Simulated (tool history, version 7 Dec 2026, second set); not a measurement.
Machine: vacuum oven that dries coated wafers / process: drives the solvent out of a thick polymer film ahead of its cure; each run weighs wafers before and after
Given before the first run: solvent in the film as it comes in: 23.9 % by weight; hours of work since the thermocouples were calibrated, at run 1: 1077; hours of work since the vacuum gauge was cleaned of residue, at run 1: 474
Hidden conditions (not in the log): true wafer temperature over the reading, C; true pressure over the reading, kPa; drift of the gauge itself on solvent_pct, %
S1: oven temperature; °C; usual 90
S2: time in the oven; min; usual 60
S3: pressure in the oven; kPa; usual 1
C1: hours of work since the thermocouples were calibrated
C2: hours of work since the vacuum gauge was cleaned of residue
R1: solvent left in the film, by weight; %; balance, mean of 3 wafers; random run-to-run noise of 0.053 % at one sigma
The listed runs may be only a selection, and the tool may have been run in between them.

run	hour	S1	S2	S3	C1	C2	R1
1	0	90	60	1	1077	474	2.41
2	51.3	90	60	1	1098	495	2.36
3	81.5	90	60	1	1111	507	2.48
4	135.2	90	60	1	1133	529	2.48
5	191.3	90	60	1	1156	552	2.36
6	234	90	60	1	1173	570	2.35
7	289.1	90	60	1	1196	592	2.38
8	320.4	90	60	1	1208	605	2.32
9	376.5	90	60	1	1231	628	2.42
10	402.3	90	77	1	1242	639	1.41
11	442.9	90	77	1	1259	655	1.39
12	490.1	85	77	1	1278	675	2.52
13	518.8	90	68	1	1290	686	1.82
14	557.8	90	68	1	1306	702	1.78
15	608	90	68	1	1326	723	1.77
16	645.6	90	60	1	1342	738	2.4
17	701.2	90	60	1	1364	761	2.43
18	746.1	90	60	1	1383	780	2.37
19	794.3	90	60	1	1403	799	2.4
# hour 815.6: oven's thermocouples calibrated
20	842.9	90	60	1	11	818	2.96
21	891.7	90	46	1.4	31	838	4.65
22	921.4	90	60	0.84	43	850	2.95
23	952.1	81	60	2.86	56	863	6.5
24	988.1	81	60	2.86	71	878	6.49
25	1025.6	81	38	2.74	86	893	9.43
26	1082	75	38	0.74	109	916	11.47
27	1135.1	75	38	0.74	131	938	11.43
28	1189.5	85	60	1	153	960	4.58
29	1242.8	86	39	0.51	175	982	6.89
30	1296	78	42	1.97	197	1004	9.86
31	1335.6	81	50	0.95	213	1020	7.3
32	1359.4	85	36	3.68	223	1030	8.37
33	1388.4	88	60	1	235	1042	3.41
34	1429.6	90	49	1.52	251	1059	4.04
35	1483.4	90	108	1	274	1081	0.8
36	1529.8	93	35	1.65	293	1100	5.26
37	1562.7	90	52	1.34	306	1113	3.82
38	1605.3	90	60	0.55	323	1131	2.77
39	1632.1	90	31	1	334	1142	7.18
40	1664.3	92	31	1	348	1155	6.33

Alternative continuations, all from the tool just after run 40; predict every row:
A	1694.4	90	108	1	360	1167	?
B	1694.4	90	59	2.23	360	1167	?
C	1694.4	83	31	1	360	1167	?

run	R1
A	0.79
B	3.24
C	9.91
Without the tool's hidden state the same runs would have given:
run	R1
A	0.78
B	3.31
C	10.02
